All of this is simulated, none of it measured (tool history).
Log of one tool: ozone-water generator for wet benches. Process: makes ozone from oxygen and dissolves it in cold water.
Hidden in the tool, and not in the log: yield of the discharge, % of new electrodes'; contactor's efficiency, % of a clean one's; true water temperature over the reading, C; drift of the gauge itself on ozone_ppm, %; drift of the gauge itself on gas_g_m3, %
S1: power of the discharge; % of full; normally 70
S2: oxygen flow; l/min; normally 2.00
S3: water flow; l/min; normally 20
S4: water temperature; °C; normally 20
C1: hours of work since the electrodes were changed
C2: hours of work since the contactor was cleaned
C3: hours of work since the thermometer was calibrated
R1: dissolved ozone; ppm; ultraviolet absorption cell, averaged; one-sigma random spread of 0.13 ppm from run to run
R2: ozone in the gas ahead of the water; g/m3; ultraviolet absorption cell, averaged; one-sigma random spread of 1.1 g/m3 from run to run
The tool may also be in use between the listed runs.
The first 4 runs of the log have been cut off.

Run 5, hour 195.2: usual settings; C1 1408; C2 1727; C3 1886. Result: R1 12.5 ppm, R2 195.5 g/m3.
Run 6, hour 239.1: usual settings; C1 1447; C2 1766; C3 1925. Result: R1 12.6 ppm, R2 195.6 g/m3.
Run 7, hour 305.3: usual settings; C1 1507; C2 1825; C3 1984. Result: R1 12.4 ppm, R2 196.3 g/m3.
Run 8, hour 368.4: usual settings; C1 1563; C2 1881; C3 2041. Result: R1 12.6 ppm, R2 197.8 g/m3.
Run 9, hour 417.4: usual settings but S1 81 % of full; C1 1607; C2 1925; C3 2085. Result: R1 13.7 ppm, R2 217.7 g/m3.
Run 10, hour 460.7: usual settings but S1 81 % of full; C1 1645; C2 1964; C3 2123. Result: R1 13.7 ppm, R2 216.9 g/m3.
Run 11, hour 493.8: usual settings but S1 81 % of full; C1 1675; C2 1994; C3 2153. Result: R1 14.0 ppm, R2 217.5 g/m3.
Run 12, hour 542.0: usual settings but S1 81 % of full; C1 1718; C2 2037; C3 2196. Result: R1 13.6 ppm, R2 214.9 g/m3.
Run 13, hour 603.9: usual settings but S1 81 % of full; C1 1774; C2 2092; C3 2251. Result: R1 13.7 ppm, R2 217.7 g/m3.
Run 14, hour 638.6: usual settings but S3 13 l/min; C1 1804; C2 2123; C3 2282. Result: R1 18.1 ppm, R2 195.1 g/m3.
Run 15, hour 672.6: usual settings but S3 13 l/min; C1 1835; C2 2153; C3 2313. Result: R1 18.0 ppm, R2 195.5 g/m3.
Run 16, hour 713.4: usual settings but S3 13 l/min; C1 1871; C2 2190; C3 2349. Result: R1 18.1 ppm, R2 195.0 g/m3.
Run 17, hour 757.6: usual settings but S3 24 l/min, S4 15 °C; C1 1911; C2 2229; C3 2389. Result: R1 10.9 ppm, R2 194.8 g/m3.
Run 18, hour 802.4: usual settings but S3 24 l/min, S4 15 °C; C1 1951; C2 2269; C3 2429. Result: R1 10.9 ppm, R2 197.2 g/m3.
Run 19, hour 864.5: usual settings but S3 24 l/min, S4 15 °C; C1 2006; C2 2325; C3 2484. Result: R1 10.9 ppm, R2 198.6 g/m3.
Run 20, hour 925.2: usual settings but S2 1.59 l/min, S3 15 l/min, S4 15 °C; C1 2061; C2 2379; C3 2538. Result: R1 15.6 ppm, R2 214.9 g/m3.
Run 21, hour 984.3: usual settings but S2 1.59 l/min, S3 15 l/min, S4 15 °C; C1 2114; C2 2432; C3 2591. Result: R1 15.5 ppm, R2 215.1 g/m3.
Run 22, hour 1035.8: usual settings but S1 63 % of full, S2 2.56 l/min, S3 19 l/min, S4 17 °C; C1 2160; C2 2478; C3 2637. Result: R1 13.5 ppm, R2 164.7 g/m3.
Run 23, hour 1067.7: usual settings but S1 69 % of full, S2 3.00 l/min, S3 16 l/min, S4 14 °C; C1 2188; C2 2507; C3 2666. Result: R1 18.1 ppm, R2 165.8 g/m3.
Run 24, hour 1130.9: usual settings but S1 69 % of full, S2 3.00 l/min, S3 16 l/min, S4 14 °C; C1 2245; C2 2563; C3 2722. Result: R1 18.3 ppm, R2 167.2 g/m3.
Run 25, hour 1170.6: usual settings but S1 42 % of full, S2 1.90 l/min; C1 2280; C2 2599; C3 2758. Result: R1 8.5 ppm, R2 141.6 g/m3.
Run 26, hour 1225.4: usual settings but S1 42 % of full, S2 1.90 l/min; C1 2329; C2 2648; C3 2807. Result: R1 8.6 ppm, R2 141.0 g/m3.
Run 27, hour 1265.0: usual settings but S2 2.52 l/min, S3 13 l/min, S4 15 °C; C1 2364; C2 2683; C3 2842. Result: R1 20.6 ppm, R2 180.3 g/m3.
Run 28, hour 1313.8: usual settings but S1 68 % of full, S2 1.79 l/min, S3 14 l/min, S4 15 °C; C1 2408; C2 2727; C3 2886. Result: R1 17.1 ppm, R2 199.0 g/m3.

Run 29 comes next. What will it give?
Run 29, hour 1373.4: usual settings but S1 68 % of full, S2 1.79 l/min, S3 14 l/min, S4 15 °C; C1 2461; C2 2780; C3 2939. Result: R1 ?, R2 ?.

R1: 17.0 ppm
R2: 201.2 g/m3
With no hidden state in the tool, this same run would have given R1 17.0 ppm, R2 201.3 g/m3.
